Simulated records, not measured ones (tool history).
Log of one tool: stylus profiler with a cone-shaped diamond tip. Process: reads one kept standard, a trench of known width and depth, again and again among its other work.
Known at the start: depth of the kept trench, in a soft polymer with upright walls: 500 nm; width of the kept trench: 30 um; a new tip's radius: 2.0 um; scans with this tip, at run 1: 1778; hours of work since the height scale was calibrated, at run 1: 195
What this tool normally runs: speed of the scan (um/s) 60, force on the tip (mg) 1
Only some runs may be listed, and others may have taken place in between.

run	hour	speed of the scan (um/s)	force on the tip (mg)	scans with this tip	hours of work since the height scale was calibrated	depth of the trench (angstrom)	width of the trench's floor (nm)
1	0	60	1	1778	195	5022.7	27090
2	32	60	0.83	1935	212	5018.1	27030
3	59.3	60	0.83	2070	227	5015.8	26990
4	91.3	60	1	2227	244	5020.7	27050
5	116.1	60	1	2349	257	5020.2	27020
6	162.1	21	1	2575	282	5018.5	27180
7	214.2	21	1	2832	310	5019.5	27100
8	251	21	1	3013	330	5019.9	27100
9	285.6	21	1	3183	349	5016.7	27070
10	339.7	60	0.39	3449	378	5005.9	26880
11	384.9	60	0.39	3672	402	5005	26770
12	413.2	201	1	3811	417	5018.2	26510
13	441.6	201	1	3951	433	5017.8	26420
14	496.1	60	1	4219	462	5017.3	26830
15	525.5	60	1	4364	478	5016	26840
16	547.6	60	1	4472	490	5017.3	26860
17	581.2	60	1	4637	508	5014.1	26900
18	607.9	60	0.41	4769	522	5005.6	26730
19	648.7	60	0.41	4969	544	5004.6	26660
20	676.2	60	0.41	5105	559	5004.6	26670
21	701.8	217	2.06	5231	573	5029.7	26500
22	751.7	147	2.05	5476	600	5028.5	26630
23	805.1	147	2.05	5739	629	5028.3	26620
24	830.2	147	2.05	5863	642	5027.6	26570
25	865.2	16	0.57	6035	661	5007.7	26850
26	914.2	82	1.14	6276	687	5015.3	26680
27	938.3	201	1.05	6394	700	5015.8	26260
28	964.4	201	1.05	6523	714	5013.8	26170
29	987.8	201	1.05	6638	727	5014	26260
30	1013.6	98	1.85	6765	741	5024.5	26610
31	1045.3	228	0.86	6921	758	5011.1	26070
32	1098.3	50	0.7	7182	787	5006	26680
33	1141.7	50	0.7	7395	810	5005.3	26610
34	1172.1	82	2.94	7545	826	5036.9	26670
35	1216.3	136	1.9	7762	850	5023.5	26510
36	1253.1	89	2.45	7943	870	5028	26560
37	1298.5	38	0.55	8167	894	5003.7	26560

3 options for the next run, each taken on its own from the tool as it stands now. Forecast them:
A	1338.4	79	0.55	8363	916	?	?
B	1338.4	26	0.7	8363	916	?	?
C	1338.4	31	0.55	8363	916	?	?

run	depth of the trench (angstrom)	width of the trench's floor (nm)
A	4999.9	26400
B	5006.6	26680
C	5003.3	26590
With no hidden state in the tool, these same runs would have given:
run	depth of the trench (angstrom)	width of the trench's floor (nm)
A	5014.3	27030
B	5021	27300
C	5017.7	27220

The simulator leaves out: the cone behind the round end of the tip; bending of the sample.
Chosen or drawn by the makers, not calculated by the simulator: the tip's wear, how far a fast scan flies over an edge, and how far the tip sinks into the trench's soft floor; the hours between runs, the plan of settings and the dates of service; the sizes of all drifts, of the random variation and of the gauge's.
